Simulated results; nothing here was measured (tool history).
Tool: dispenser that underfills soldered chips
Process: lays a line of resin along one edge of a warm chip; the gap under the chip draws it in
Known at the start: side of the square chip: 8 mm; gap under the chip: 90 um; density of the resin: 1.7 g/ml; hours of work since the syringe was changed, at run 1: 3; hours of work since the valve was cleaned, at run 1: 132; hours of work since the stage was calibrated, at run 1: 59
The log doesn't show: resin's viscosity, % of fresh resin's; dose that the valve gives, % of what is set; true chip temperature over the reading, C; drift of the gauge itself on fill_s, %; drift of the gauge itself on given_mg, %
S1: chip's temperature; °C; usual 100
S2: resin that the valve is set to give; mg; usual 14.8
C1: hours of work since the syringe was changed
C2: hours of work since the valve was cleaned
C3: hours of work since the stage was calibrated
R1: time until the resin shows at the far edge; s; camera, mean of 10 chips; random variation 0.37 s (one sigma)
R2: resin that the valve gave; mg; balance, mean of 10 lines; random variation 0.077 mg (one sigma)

run 1 day=0.000 | S1=100 S2=14.8 | C1=3 C2=132 C3=59 | R1=26.4 R2=13.07
-- day=0.150 new syringe of resin
-- day=0.512 new syringe of resin
run 2 day=0.625 | S1=100 S2=14.8 | C1=2 C2=141 C3=69 | R1=23.5 R2=13.06
-- day=0.717 dispensing valve cleaned and set on the balance
-- day=0.942 new syringe of resin
run 3 day=1.083 | S1=100 S2=14.8 | C1=2 C2=6 C3=75 | R1=23.2 R2=14.67
-- day=1.308 new syringe of resin
run 4 day=1.496 | S1=100 S2=14.8 | C1=3 C2=12 C3=81 | R1=25.0 R2=14.67
-- day=1.692 new syringe of resin
run 5 day=1.875 | S1=100 S2=14.8 | C1=3 C2=18 C3=87 | R1=24.3 R2=14.56
-- day=2.058 new syringe of resin
run 6 day=2.388 | S1=87 S2=14.8 | C1=5 C2=26 C3=95 | R1=47.3 R2=14.40
-- day=2.446 new syringe of resin
-- day=2.817 new syringe of resin
run 7 day=2.979 | S1=87 S2=14.8 | C1=3 C2=35 C3=104 | R1=40.9 R2=14.20
-- day=3.204 new syringe of resin
run 8 day=3.529 | S1=87 S2=14.8 | C1=5 C2=43 C3=112 | R1=46.1 R2=14.14
-- day=3.583 new syringe of resin
-- day=3.933 new syringe of resin
run 9 day=4.138 | S1=87 S2=14.8 | C1=3 C2=52 C3=122 | R1=41.4 R2=14.06
-- day=4.279 new syringe of resin
run 10 day=4.446 | S1=87 S2=14.8 | C1=3 C2=57 C3=126 | R1=41.3 R2=14.02
-- day=4.629 new syringe of resin
run 11 day=4.854 | S1=100 S2=14.8 | C1=4 C2=63 C3=133 | R1=25.5 R2=14.06
-- day=5.017 new syringe of resin
-- day=5.367 new syringe of resin
run 12 day=5.392 | S1=99 S2=14.8 | C1=0 C2=71 C3=141 | R1=22.8 R2=13.85
-- day=5.733 new syringe of resin
run 13 day=5.733 | S1=99 S2=14.8 | C1=0 C2=76 C3=146 | R1=21.5 R2=13.73
-- day=6.117 new syringe of resin
run 14 day=6.179 | S1=99 S2=14.8 | C1=1 C2=83 C3=153 | R1=22.2 R2=13.78
-- day=6.488 new syringe of resin
run 15 day=6.688 | S1=100 S2=14.8 | C1=3 C2=91 C3=161 | R1=24.6 R2=13.70
-- day=6.833 new syringe of resin
run 16 day=7.104 | S1=100 S2=14.8 | C1=4 C2=97 C3=167 | R1=26.7 R2=13.62
-- day=7.208 new syringe of resin
-- day=7.562 new syringe of resin
run 17 day=7.662 | S1=100 S2=14.8 | C1=2 C2=106 C3=175 | R1=23.1 R2=13.20
-- day=7.921 new syringe of resin
run 18 day=8.242 | S1=99 S2=13.9 | C1=5 C2=115 C3=184 | R1=29.2 R2=12.43
-- day=8.292 new syringe of resin
-- day=8.638 new syringe of resin
run 19 day=8.825 | S1=112 S2=13.9 | C1=3 C2=124 C3=193 | R1=15.5 R2=12.40
-- day=9.017 new syringe of resin
run 20 day=9.317 | S1=106 S2=18.6 | C1=5 C2=131 C3=201 | R1=21.1 R2=16.46
-- day=9.375 new syringe of resin
-- day=9.738 new syringe of resin
run 21 day=9.750 | S1=91 S2=16.4 | C1=0 C2=138 C3=207 | R1=29.6 R2=14.39
-- day=10.067 dispensing valve cleaned and set on the balance
-- day=10.158 new syringe of resin
run 22 day=10.238 | S1=94 S2=14.9 | C1=1 C2=3 C3=214 | R1=28.4 R2=14.74
-- day=10.550 new syringe of resin
run 23 day=10.558 | S1=89 S2=17.1 | C1=0 C2=7 C3=219 | R1=31.4 R2=16.96
-- day=10.908 new syringe of resin
run 24 day=10.967 | S1=106 S2=16.0 | C1=1 C2=14 C3=225 | R1=17.3 R2=15.87
-- day=11.271 new syringe of resin
run 25 day=11.283 | S1=106 S2=16.0 | C1=0 C2=18 C3=230 | R1=16.1 R2=15.85
-- day=11.658 new syringe of resin
run 26 day=11.883 | S1=100 S2=14.7 | C1=4 C2=28 C3=239 | R1=24.7 R2=14.36
-- day=12.017 new syringe of resin
run 27 day=12.329 | S1=100 S2=14.7 | C1=5 C2=34 C3=246 | R1=26.8 R2=14.26
-- day=12.367 new syringe of resin
-- day=12.754 new syringe of resin
run 28 day=12.862 | S1=112 S2=13.8 | C1=2 C2=43 C3=254 | R1=13.7 R2=13.41
-- day=13.117 new syringe of resin
run 29 day=13.117 | S1=111 S2=14.9 | C1=0 C2=46 C3=258 | R1=13.1 R2=14.23
-- day=13.488 new syringe of resin
run 30 day=13.546 | S1=111 S2=14.9 | C1=1 C2=53 C3=264 | R1=14.3 R2=14.19
-- day=13.846 new syringe of resin
run 31 day=14.096 | S1=108 S2=17.1 | C1=4 C2=61 C3=273 | R1=18.4 R2=16.07
-- day=14.196 new syringe of resin
run 32 day=14.354 | S1=108 S2=17.1 | C1=2 C2=65 C3=277 | R1=16.9 R2=16.20
-- day=14.546 new syringe of resin
run 33 day=14.833 | S1=108 S2=17.1 | C1=5 C2=73 C3=284 | R1=18.4 R2=16.12

Forecast each of these 3 alternatives for the next run:
-- day=14.892 new syringe of resin
run A day=15.208 | S1=102 S2=17.3 | C1=5 C2=78 C3=290 | R1=? R2=?
-- day=14.892 new syringe of resin
run B day=15.208 | S1=102 S2=15.0 | C1=5 C2=78 C3=290 | R1=? R2=?
-- day=14.892 new syringe of resin
run C day=15.208 | S1=114 S2=14.8 | C1=5 C2=78 C3=290 | R1=? R2=?

run=A R1=23.6 R2=16.18
run=B R1=25.0 R2=14.01
run=C R1=16.1 R2=13.84
Without the tool's hidden state the same runs would have given:
run=A R1=19.6 R2=17.30
run=B R1=20.7 R2=14.98
run=C R1=13.3 R2=14.80
